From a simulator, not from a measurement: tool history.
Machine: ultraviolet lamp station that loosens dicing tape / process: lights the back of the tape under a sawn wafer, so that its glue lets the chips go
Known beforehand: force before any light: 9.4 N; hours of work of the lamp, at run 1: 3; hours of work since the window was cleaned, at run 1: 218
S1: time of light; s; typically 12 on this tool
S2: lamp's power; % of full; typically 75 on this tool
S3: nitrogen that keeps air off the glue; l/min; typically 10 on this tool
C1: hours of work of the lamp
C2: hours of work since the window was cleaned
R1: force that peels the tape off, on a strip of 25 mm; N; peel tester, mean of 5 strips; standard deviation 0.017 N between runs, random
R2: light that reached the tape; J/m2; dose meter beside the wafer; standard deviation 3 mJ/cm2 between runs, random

| run | day | S1 | S2 | S3 | C1 | C2 | R1 | R2 |
|---|---|---|---|---|---|---|---|---|
| 1 | 0 | 12 | 75 | 10 | 3 | 218 | 0.967 | 4210 |
| 2 | 0.7 | 16 | 75 | 10 | 11 | 225 | 0.52 | 5500 |
| 3 | 1.404 | 16 | 75 | 10 | 18 | 232 | 0.53 | 5470 |
| 4 | 2.471 | 16 | 75 | 10 | 28 | 243 | 0.552 | 5470 |
| 5 | 3.092 | 16 | 75 | 10 | 35 | 249 | 0.562 | 5440 |
| 6 | 3.971 | 12 | 75 | 10 | 43 | 258 | 1.075 | 4040 |
| 7 | 4.646 | 12 | 75 | 10 | 50 | 265 | 1.054 | 4010 |
| 8 | 5.192 | 12 | 75 | 10 | 56 | 270 | 1.086 | 3990 |
| 9 | 6.267 | 10 | 75 | 10 | 67 | 281 | 1.576 | 3300 |
| 10 | 7.217 | 10 | 75 | 10 | 76 | 291 | 1.559 | 3270 |
| 11 | 8.296 | 12 | 75 | 10 | 87 | 302 | 1.16 | 3840 |
| 12 | 8.917 | 12 | 75 | 10 | 93 | 308 | 1.179 | 3870 |
| 13 | 10.004 | 12 | 75 | 10 | 104 | 319 | 1.189 | 3810 |
| 14 | 10.621 | 18 | 66 | 10 | 110 | 325 | 0.659 | 4990 |
| 15 | 11.383 | 10 | 71 | 7 | 118 | 333 | 2.27 | 2970 |
| 16 | 12.279 | 9 | 71 | 12 | 127 | 342 | 1.919 | 2630 |
| 17 | 13.167 | 9 | 71 | 12 | 136 | 351 | 1.999 | 2640 |
| 18 | 14.05 | 12 | 71 | 19 | 145 | 360 | 0.938 | 3450 |
| 19 | 15.121 | 11 | 75 | 3 | 156 | 370 | 3.021 | 3300 |
| 20 | 16.25 | 12 | 75 | 12 | 167 | 382 | 1.193 | 3610 |
| 21 | 17.346 | 12 | 75 | 16 | 178 | 393 | 1.022 | 3580 |
| 22 | 18.046 | 8 | 75 | 20 | 185 | 400 | 1.93 | 2370 |
| 23 | 18.529 | 8 | 75 | 20 | 190 | 405 | 2.003 | 2360 |

Predict each of these 4 candidate next runs independently; none follows another, all start after run 23:
| A | 19.371 | 12 | 88 | 20 | 198 | 413 | ? | ? |
| B | 19.371 | 10 | 99 | 13 | 198 | 413 | ? | ? |
| C | 19.371 | 12 | 75 | 5 | 198 | 413 | ? | ? |
| D | 19.371 | 15 | 62 | 10 | 198 | 413 | ? | ? |

| run | R1 | R2 |
|---|---|---|
| A | 0.626 | 4110 |
| B | 0.98 | 3780 |
| C | 2.128 | 3480 |
| D | 1.325 | 3550 |
Stripped of hidden state, with their random variation kept, the same runs would have yielded:
| run | R1 | R2 |
|---|---|---|
| A | 0.332 | 5350 |
| B | 0.542 | 4920 |
| C | 1.394 | 4530 |
| D | 0.774 | 4630 |
